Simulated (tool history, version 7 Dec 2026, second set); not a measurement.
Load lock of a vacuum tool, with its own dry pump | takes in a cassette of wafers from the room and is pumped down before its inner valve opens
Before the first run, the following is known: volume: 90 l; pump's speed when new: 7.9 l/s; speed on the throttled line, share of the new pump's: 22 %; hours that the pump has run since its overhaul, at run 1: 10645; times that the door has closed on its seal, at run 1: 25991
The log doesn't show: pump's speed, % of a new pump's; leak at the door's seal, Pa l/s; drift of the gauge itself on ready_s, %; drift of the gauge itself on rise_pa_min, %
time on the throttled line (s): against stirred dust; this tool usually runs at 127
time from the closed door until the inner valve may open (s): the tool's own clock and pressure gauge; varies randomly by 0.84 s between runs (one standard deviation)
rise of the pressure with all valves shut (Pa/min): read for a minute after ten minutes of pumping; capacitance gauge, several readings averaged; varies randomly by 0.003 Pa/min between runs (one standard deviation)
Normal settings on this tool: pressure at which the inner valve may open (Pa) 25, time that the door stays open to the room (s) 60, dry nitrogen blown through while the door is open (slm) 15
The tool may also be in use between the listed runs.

| run | day | time on the throttled line (s) | pressure at which the inner valve may open (Pa) | time that the door stays open to the room (s) | dry nitrogen blown through while the door is open (slm) | hours that the pump has run since its overhaul | times that the door has closed on its seal | incoming humidity of the room's air, % | time from the closed door until the inner valve may open (s) | rise of the pressure with all valves shut (Pa/min) |
|---|---|---|---|---|---|---|---|---|---|---|
| 1 | 0 | 127 | 25 | 60 | 15 | 10645 | 25991 | 41.2 | 199.2 | 0.341 |
| 2 | 7.9 | 127 | 25 | 36 | 15 | 10835 | 26367 | 44.9 | 199.4 | 0.337 |
| 3 | 17.546 | 127 | 25 | 36 | 15 | 11067 | 26826 | 43.4 | 198.8 | 0.344 |
| 4 | 36.142 | 127 | 25 | 60 | 15 | 11513 | 27710 | 47.3 | 199.9 | 0.37 |
| 5 | 46.65 | 127 | 25 | 60 | 15 | 11765 | 28210 | 46.5 | 198 | 0.386 |
| 6 | 56.117 | 127 | 25 | 60 | 15 | 11992 | 28661 | 45.6 | 197.9 | 0.404 |
| 7 | 70.867 | 127 | 25 | 60 | 15 | 12346 | 29362 | 43.8 | 201.1 | 0.409 |
| 8 | 79.429 | 127 | 25 | 60 | 15 | 12552 | 29769 | 45.6 | 200 | 0.421 |
| 9 | 95.108 | 127 | 25 | 60 | 15 | 12928 | 30515 | 43.6 | 199.9 | 0.43 |
| 10 | 106.708 | 127 | 25 | 60 | 15 | 13206 | 31067 | 47 | 201.4 | 0.46 |
| 11 | 118.608 | 127 | 38 | 60 | 15 | 13492 | 31633 | 44 | 194.7 | 0.461 |
|  | 124.079 | door's seal changed, seat wiped |
| 12 | 136.85 | 127 | 38 | 60 | 15 | 13928 | 608 | 43.1 | 195.2 | 0.038 |
| 13 | 149.946 | 127 | 38 | 60 | 15 | 14243 | 1231 | 48 | 195.2 | 0.044 |
| 14 | 160.967 | 127 | 38 | 60 | 15 | 14507 | 1755 | 41.5 | 196.3 | 0.044 |
| 15 | 178.162 | 127 | 38 | 60 | 15 | 14920 | 2573 | 45 | 196.3 | 0.045 |
| 16 | 187.375 | 127 | 38 | 60 | 15 | 15141 | 3011 | 46.3 | 195.5 | 0.045 |
| 17 | 206.671 | 127 | 38 | 60 | 15 | 15604 | 3929 | 43.7 | 197.6 | 0.054 |
| 18 | 223.267 | 127 | 38 | 60 | 15 | 16002 | 4718 | 43.9 | 196.7 | 0.054 |
| 19 | 235.858 | 252 | 28 | 68 | 11 | 16305 | 5317 | 42.2 | 296.5 | 0.062 |
| 20 | 250.758 | 252 | 28 | 108 | 24 | 16662 | 6026 | 46.8 | 295 | 0.074 |
| 21 | 260.054 | 127 | 25 | 60 | 20 | 16885 | 6468 | 48.1 | 202.4 | 0.066 |
| 22 | 271.958 | 127 | 25 | 60 | 20 | 17171 | 7034 | 45.1 | 202.7 | 0.069 |
| 23 | 290.5 | 127 | 25 | 60 | 20 | 17616 | 7916 | 47.7 | 201.8 | 0.079 |
| 24 | 302.821 | 105 | 25 | 141 | 36 | 17912 | 8502 | 46.6 | 187 | 0.094 |
| 25 | 311.708 | 78 | 25 | 32 | 31 | 18125 | 8925 | 44.2 | 169.5 | 0.078 |
| 26 | 329.612 | 127 | 31 | 32 | 15 | 18555 | 9776 | 43.9 | 201.6 | 0.094 |
| 27 | 339.171 | 125 | 31 | 32 | 5 | 18784 | 10231 | 47.9 | 200.2 | 0.101 |
| 28 | 350.008 | 120 | 22 | 28 | 31 | 19044 | 10747 | 45.7 | 201.7 | 0.093 |
| 29 | 363.279 | 127 | 43 | 60 | 7 | 19363 | 11378 | 44.9 | 198.2 | 0.113 |
|  | 365.329 | dry pump taken out, an overhauled one fitted |
| 30 | 371.717 | 98 | 19 | 47 | 18 | 153 | 11767 | 44.3 | 176.2 | 0.108 |
| 31 | 386.829 | 98 | 19 | 47 | 18 | 516 | 12486 | 43.9 | 175.3 | 0.125 |
| 32 | 402.196 | 133 | 19 | 89 | 18 | 885 | 13217 | 46.4 | 203.1 | 0.144 |
| 33 | 415.892 | 82 | 25 | 71 | 39 | 1214 | 13869 | 46 | 160.8 | 0.136 |
| 34 | 425.112 | 118 | 22 | 99 | 15 | 1435 | 14307 | 47.8 | 189.6 | 0.167 |
| 35 | 436.354 | 118 | 22 | 172 | 18 | 1705 | 14842 | 46.1 | 190 | 0.184 |
| 36 | 451.796 | 72 | 25 | 60 | 15 | 2075 | 15576 | 45.3 | 153.3 | 0.172 |

A few steps of time from the closed door until the inner valve may open (s) between consecutive runs. Split each: what settings, incoming material and random variation would produce without the hidden state, and what is left over for the hidden state, along with gauge scatter present in only one of the two compared results (measured, and without hidden state):
Run 18 -> 19: time on the throttled line (s) 127 -> 252, pressure at which the inner valve may open (Pa) 38 -> 28, time that the door stays open to the room (s) 60 -> 68, dry nitrogen blown through while the door is open (slm) 15 -> 11. time from the closed door until the inner valve may open (s) +99.8: hidden state -2.9, all else +102.7.
Run 20 -> 21: time on the throttled line (s) 252 -> 127, pressure at which the inner valve may open (Pa) 28 -> 25, time that the door stays open to the room (s) 108 -> 60, dry nitrogen blown through while the door is open (slm) 24 -> 20. time from the closed door until the inner valve may open (s) -92.6: hidden state +3.9, all else -96.5.
Run 29 -> 30: time on the throttled line (s) 127 -> 98, pressure at which the inner valve may open (Pa) 43 -> 19, time that the door stays open to the room (s) 60 -> 47, dry nitrogen blown through while the door is open (slm) 7 -> 18, dry pump taken out, an overhauled one fitted. time from the closed door until the inner valve may open (s) -22: hidden state -9, all else -13.
Run 32 -> 33: time on the throttled line (s) 133 -> 82, pressure at which the inner valve may open (Pa) 19 -> 25, time that the door stays open to the room (s) 89 -> 71, dry nitrogen blown through while the door is open (slm) 18 -> 39. time from the closed door until the inner valve may open (s) -42.3: hidden state +0.4, all else -42.7.

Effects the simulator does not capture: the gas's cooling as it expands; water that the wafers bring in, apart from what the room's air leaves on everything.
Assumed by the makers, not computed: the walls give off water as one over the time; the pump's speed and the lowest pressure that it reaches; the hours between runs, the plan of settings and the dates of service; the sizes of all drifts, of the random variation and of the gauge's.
